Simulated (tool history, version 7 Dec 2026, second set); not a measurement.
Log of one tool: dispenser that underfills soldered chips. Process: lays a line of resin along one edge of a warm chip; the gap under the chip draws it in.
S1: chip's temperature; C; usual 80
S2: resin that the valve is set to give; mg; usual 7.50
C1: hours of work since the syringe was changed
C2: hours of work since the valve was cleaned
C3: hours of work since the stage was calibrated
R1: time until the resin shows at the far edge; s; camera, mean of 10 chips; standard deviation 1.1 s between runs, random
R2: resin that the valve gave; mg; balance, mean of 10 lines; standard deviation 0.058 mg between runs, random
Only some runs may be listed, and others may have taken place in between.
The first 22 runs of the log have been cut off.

-- day=6.558 new syringe of resin
run 23 day=6.571 | S1=71 S2=7.94 | C1=0 C2=76 C3=259 | R1=176.5 R2=7.34
-- day=6.892 new syringe of resin
run 24 day=6.900 | S1=92 S2=7.12 | C1=0 C2=82 C3=264 | R1=68.3 R2=6.45
run 25 day=7.096 | S1=79 S2=7.80 | C1=4 C2=85 C3=268 | R1=133.8 R2=7.18
-- day=7.225 new syringe of resin
run 26 day=7.383 | S1=80 S2=8.39 | C1=3 C2=90 C3=273 | R1=122.5 R2=7.70
-- day=7.562 new syringe of resin
run 27 day=7.742 | S1=80 S2=8.39 | C1=3 C2=96 C3=279 | R1=127.1 R2=7.52
-- day=7.867 new syringe of resin
-- day=8.067 dispensing valve cleaned and set on the balance
run 28 day=8.104 | S1=92 S2=7.39 | C1=4 C2=1 C3=284 | R1=74.8 R2=7.38
-- day=8.229 new syringe of resin
run 29 day=8.446 | S1=73 S2=9.66 | C1=4 C2=7 C3=290 | R1=172.7 R2=9.69
-- day=8.538 new syringe of resin
run 30 day=8.796 | S1=80 S2=8.39 | C1=5 C2=13 C3=296 | R1=127.6 R2=8.32
-- day=8.850 new syringe of resin
run 31 day=9.000 | S1=65 S2=6.45 | C1=3 C2=16 C3=300 | R1=263.8 R2=6.30
-- day=9.179 new syringe of resin
run 32 day=9.262 | S1=92 S2=9.79 | C1=2 C2=21 C3=304 | R1=67.3 R2=9.56
-- day=9.488 new syringe of resin
run 33 day=9.692 | S1=66 S2=9.79 | C1=4 C2=28 C3=312 | R1=245.7 R2=9.47

5 options for the next run, each taken on its own from the tool as it stands now. Forecast them:
-- day=9.821 new syringe of resin
run A day=9.996 | S1=66 S2=9.13 | C1=3 C2=33 C3=317 | R1=? R2=?
-- day=9.821 new syringe of resin
run B day=9.996 | S1=86 S2=6.52 | C1=3 C2=33 C3=317 | R1=? R2=?
-- day=9.821 new syringe of resin
run C day=9.996 | S1=86 S2=9.79 | C1=3 C2=33 C3=317 | R1=? R2=?
-- day=9.821 new syringe of resin
run D day=9.996 | S1=83 S2=8.70 | C1=3 C2=33 C3=317 | R1=? R2=?
-- day=9.821 new syringe of resin
run E day=9.996 | S1=81 S2=8.84 | C1=3 C2=33 C3=317 | R1=? R2=?

run=A R1=241.8 R2=8.86
run=B R1=103.8 R2=6.30
run=C R1=92.4 R2=9.46
run=D R1=108.2 R2=8.34
run=E R1=117.4 R2=8.52
Had the tool no hidden state, the same runs would have come out as:
run=A R1=205.8 R2=9.16
run=B R1=87.7 R2=6.51
run=C R1=79.1 R2=9.78
run=D R1=92.5 R2=8.62
run=E R1=100.2 R2=8.81

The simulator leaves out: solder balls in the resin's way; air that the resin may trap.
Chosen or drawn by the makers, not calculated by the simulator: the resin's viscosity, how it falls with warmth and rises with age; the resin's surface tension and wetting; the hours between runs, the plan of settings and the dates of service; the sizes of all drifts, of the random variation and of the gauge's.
